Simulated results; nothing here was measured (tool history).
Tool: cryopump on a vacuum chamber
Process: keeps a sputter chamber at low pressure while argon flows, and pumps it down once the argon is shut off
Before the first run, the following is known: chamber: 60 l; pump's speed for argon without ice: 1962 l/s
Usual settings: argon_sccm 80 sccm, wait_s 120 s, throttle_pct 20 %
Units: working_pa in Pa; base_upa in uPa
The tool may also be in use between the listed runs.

| run | hour | argon_sccm | wait_s | throttle_pct | working_pa | base_upa |
|---|---|---|---|---|---|---|
| 1 | 0.0 | 80 | 120 | 20 | 0.3492 | 1.12 |
| 2 | 18.8 | 89 | 120 | 20 | 0.3874 | 1.12 |
| 3 | 58.8 | 89 | 120 | 20 | 0.3923 | 1.16 |
| 4 | 97.8 | 89 | 120 | 20 | 0.3915 | 1.19 |
| 5 | 133.0 | 67 | 120 | 20 | 0.2931 | 1.17 |
| 6 | 155.6 | 67 | 120 | 20 | 0.2968 | 1.20 |
| 7 | 175.1 | 96 | 120 | 20 | 0.4266 | 1.25 |
| 8 | 210.9 | 96 | 120 | 20 | 0.4306 | 1.29 |
| 9 | 229.0 | 96 | 120 | 20 | 0.4245 | 1.23 |
| 10 | 264.8 | 80 | 120 | 20 | 0.3572 | 1.30 |
| 11 | 299.4 | 80 | 120 | 20 | 0.3580 | 1.28 |
| 12 | 325.4 | 80 | 120 | 20 | 0.3578 | 1.39 |
| 13 | 343.5 | 80 | 120 | 20 | 0.3569 | 1.33 |
| 14 | 364.4 | 80 | 120 | 20 | 0.3594 | 1.38 |
| 15 | 391.6 | 80 | 120 | 20 | 0.3609 | 1.40 |
| 16 | 420.4 | 80 | 120 | 20 | 0.3622 | 1.40 |
| 17 | 458.4 | 80 | 120 | 20 | 0.3614 | 1.49 |
| 18 | 493.1 | 80 | 120 | 20 | 0.3624 | 1.53 |
| 19 | 530.4 | 80 | 120 | 20 | 0.3650 | 1.50 |
| 20 | 552.5 | 80 | 120 | 20 | 0.3649 | 1.53 |
| 21 | 575.7 | 64 | 93 | 16 | 0.3589 | 1.68 |
| 22 | 607.4 | 80 | 82 | 25 | 0.2961 | 1.84 |
| 23 | 634.4 | 33 | 238 | 39 | 0.0821 | 1.42 |
| 24 | 676.9 | 33 | 238 | 39 | 0.0820 | 1.51 |
| 25 | 711.1 | 132 | 120 | 20 | 0.6109 | 1.73 |
| 26 | 752.8 | 67 | 216 | 20 | 0.3103 | 1.65 |
| 27 | 788.5 | 50 | 93 | 20 | 0.2321 | 1.91 |
| 28 | 810.1 | 75 | 34 | 17 | 0.4067 | 2.87 |
| 29 | 835.1 | 80 | 120 | 22 | 0.3441 | 1.94 |
| 30 | 867.8 | 59 | 49 | 19 | 0.2897 | 2.42 |
| 31 | 886.2 | 101 | 294 | 26 | 0.3725 | 1.79 |
| 32 | 906.9 | 103 | 177 | 28 | 0.3583 | 1.81 |
| 33 | 940.8 | 80 | 120 | 17 | 0.4387 | 2.04 |
|  | 979.2 | pump warmed up, emptied and cooled again |
| 34 | 984.4 | 80 | 196 | 55 | 0.1265 | 1.39 |
| 35 | 1020.3 | 80 | 196 | 55 | 0.1262 | 1.38 |

Predict each of these 3 candidate next runs independently; none follows another, all start after run 35:
| A | 1062.6 | 80 | 45 | 41 | ? | ? |
| B | 1062.6 | 82 | 248 | 25 | ? | ? |
| C | 1062.6 | 63 | 196 | 55 | ? | ? |

| run | working_pa | base_upa |
|---|---|---|
| A | 0.1693 | 2.25 |
| B | 0.2826 | 1.44 |
| C | 0.1007 | 1.49 |
The same runs, with their run-to-run variation unchanged, on a tool lacking any hidden condition would have given:
| run | working_pa | base_upa |
|---|---|---|
| A | 0.1670 | 1.16 |
| B | 0.2802 | 0.33 |
| C | 0.0988 | 0.40 |

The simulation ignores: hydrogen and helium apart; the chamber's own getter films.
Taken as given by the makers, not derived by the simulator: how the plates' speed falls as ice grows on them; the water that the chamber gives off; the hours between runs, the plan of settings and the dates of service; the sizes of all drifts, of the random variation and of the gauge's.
